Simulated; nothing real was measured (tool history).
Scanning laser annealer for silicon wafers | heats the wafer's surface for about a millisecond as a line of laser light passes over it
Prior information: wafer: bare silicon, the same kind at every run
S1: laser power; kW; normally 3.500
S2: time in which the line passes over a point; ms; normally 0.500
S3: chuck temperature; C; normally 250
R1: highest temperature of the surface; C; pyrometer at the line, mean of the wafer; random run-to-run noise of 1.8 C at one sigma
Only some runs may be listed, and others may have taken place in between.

{"run": 1, "hour": 0.0, "S1": 3.5, "S2": 0.5, "S3": 250, "R1": 1057}
{"run": 2, "hour": 12.8, "S1": 3.5, "S2": 0.5, "S3": 250, "R1": 1053}
{"run": 3, "hour": 24.6, "S1": 3.5, "S2": 0.5, "S3": 250, "R1": 1051}
{"run": 4, "hour": 35.5, "S1": 3.5, "S2": 0.5, "S3": 223, "R1": 1026}
{"run": 5, "hour": 41.6, "S1": 3.5, "S2": 0.5, "S3": 250, "R1": 1057}
{"run": 6, "hour": 51.6, "S1": 3.5, "S2": 0.5, "S3": 250, "R1": 1053}
{"run": 7, "hour": 58.1, "S1": 3.5, "S2": 0.5, "S3": 250, "R1": 1051}
{"run": 8, "hour": 64.4, "S1": 3.617, "S2": 0.5, "S3": 250, "R1": 1077}
{"run": 9, "hour": 75.2, "S1": 3.617, "S2": 0.5, "S3": 250, "R1": 1073}
{"run": 10, "hour": 84.8, "S1": 3.5, "S2": 0.5, "S3": 250, "R1": 1053}
{"run": 11, "hour": 97.1, "S1": 3.5, "S2": 0.5, "S3": 250, "R1": 1048}
{"run": 12, "hour": 108.2, "S1": 3.5, "S2": 0.5, "S3": 250, "R1": 1053}
{"run": 13, "hour": 117.7, "S1": 3.5, "S2": 0.5, "S3": 250, "R1": 1055}
{"run": 14, "hour": 123.4, "S1": 3.5, "S2": 0.499, "S3": 250, "R1": 1054}
{"run": 15, "hour": 134.3, "S1": 3.5, "S2": 0.499, "S3": 250, "R1": 1051}
{"run": 16, "hour": 146.9, "S1": 3.5, "S2": 0.499, "S3": 250, "R1": 1052}
{"run": 17, "hour": 158.7, "S1": 3.5, "S2": 0.499, "S3": 250, "R1": 1049}
{"run": 18, "hour": 164.8, "S1": 3.5, "S2": 0.499, "S3": 250, "R1": 1050}
{"run": 19, "hour": 172.5, "S1": 3.235, "S2": 0.5, "S3": 250, "R1": 996}
{"run": 20, "hour": 183.1, "S1": 3.069, "S2": 0.5, "S3": 250, "R1": 963}
{"run": 21, "hour": 189.7, "S1": 3.274, "S2": 0.453, "S3": 265, "R1": 982}
{"run": 22, "hour": 202.4, "S1": 3.274, "S2": 0.453, "S3": 265, "R1": 985}
{"run": 23, "hour": 210.2, "S1": 3.423, "S2": 0.614, "S3": 249, "R1": 1113}
{"run": 24, "hour": 217.6, "S1": 3.286, "S2": 0.356, "S3": 274, "R1": 919}
{"run": 25, "hour": 224.7, "S1": 3.286, "S2": 0.465, "S3": 248, "R1": 977}
{"run": 26, "hour": 231.8, "S1": 3.286, "S2": 0.465, "S3": 248, "R1": 976}
{"run": 27, "hour": 241.6, "S1": 3.713, "S2": 0.548, "S3": 237, "R1": 1118}
{"run": 28, "hour": 251.1, "S1": 3.253, "S2": 0.5, "S3": 262, "R1": 1005}
{"run": 29, "hour": 261.3, "S1": 3.5, "S2": 0.5, "S3": 230, "R1": 1028}
{"run": 30, "hour": 267.0, "S1": 3.5, "S2": 0.5, "S3": 230, "R1": 1030}
{"run": 31, "hour": 277.0, "S1": 3.5, "S2": 0.5, "S3": 230, "R1": 1032}
{"run": 32, "hour": 284.3, "S1": 3.5, "S2": 0.5, "S3": 230, "R1": 1028}
{"run": 33, "hour": 292.2, "S1": 3.24, "S2": 0.5, "S3": 250, "R1": 994}
{"run": 34, "hour": 303.5, "S1": 3.24, "S2": 0.5, "S3": 250, "R1": 996}
{"run": 35, "hour": 312.1, "S1": 3.832, "S2": 0.586, "S3": 254, "R1": 1194}
{"run": 36, "hour": 319.4, "S1": 3.832, "S2": 0.586, "S3": 254, "R1": 1195}
{"run": 37, "hour": 327.4, "S1": 3.503, "S2": 0.5, "S3": 281, "R1": 1084}

What would each run have given without the hidden state, its run-to-run variation left as it was?
The tool's hidden condition here consists of: light that passes the window, % of a clean one's; laser's true power over the reading, %; width of the line over the set one, %; drift of the gauge itself on peak_c, C.
run=1 R1=1060
run=2 R1=1055
run=3 R1=1054
run=4 R1=1029
run=5 R1=1060
run=6 R1=1056
run=7 R1=1054
run=8 R1=1081
run=9 R1=1076
run=10 R1=1056
run=11 R1=1051
run=12 R1=1057
run=13 R1=1058
run=14 R1=1058
run=15 R1=1055
run=16 R1=1056
run=17 R1=1053
run=18 R1=1054
run=19 R1=1000
run=20 R1=967
run=21 R1=986
run=22 R1=989
run=23 R1=1118
run=24 R1=923
run=25 R1=981
run=26 R1=980
run=27 R1=1123
run=28 R1=1010
run=29 R1=1032
run=30 R1=1035
run=31 R1=1037
run=32 R1=1033
run=33 R1=999
run=34 R1=1001
run=35 R1=1200
run=36 R1=1201
run=37 R1=1089

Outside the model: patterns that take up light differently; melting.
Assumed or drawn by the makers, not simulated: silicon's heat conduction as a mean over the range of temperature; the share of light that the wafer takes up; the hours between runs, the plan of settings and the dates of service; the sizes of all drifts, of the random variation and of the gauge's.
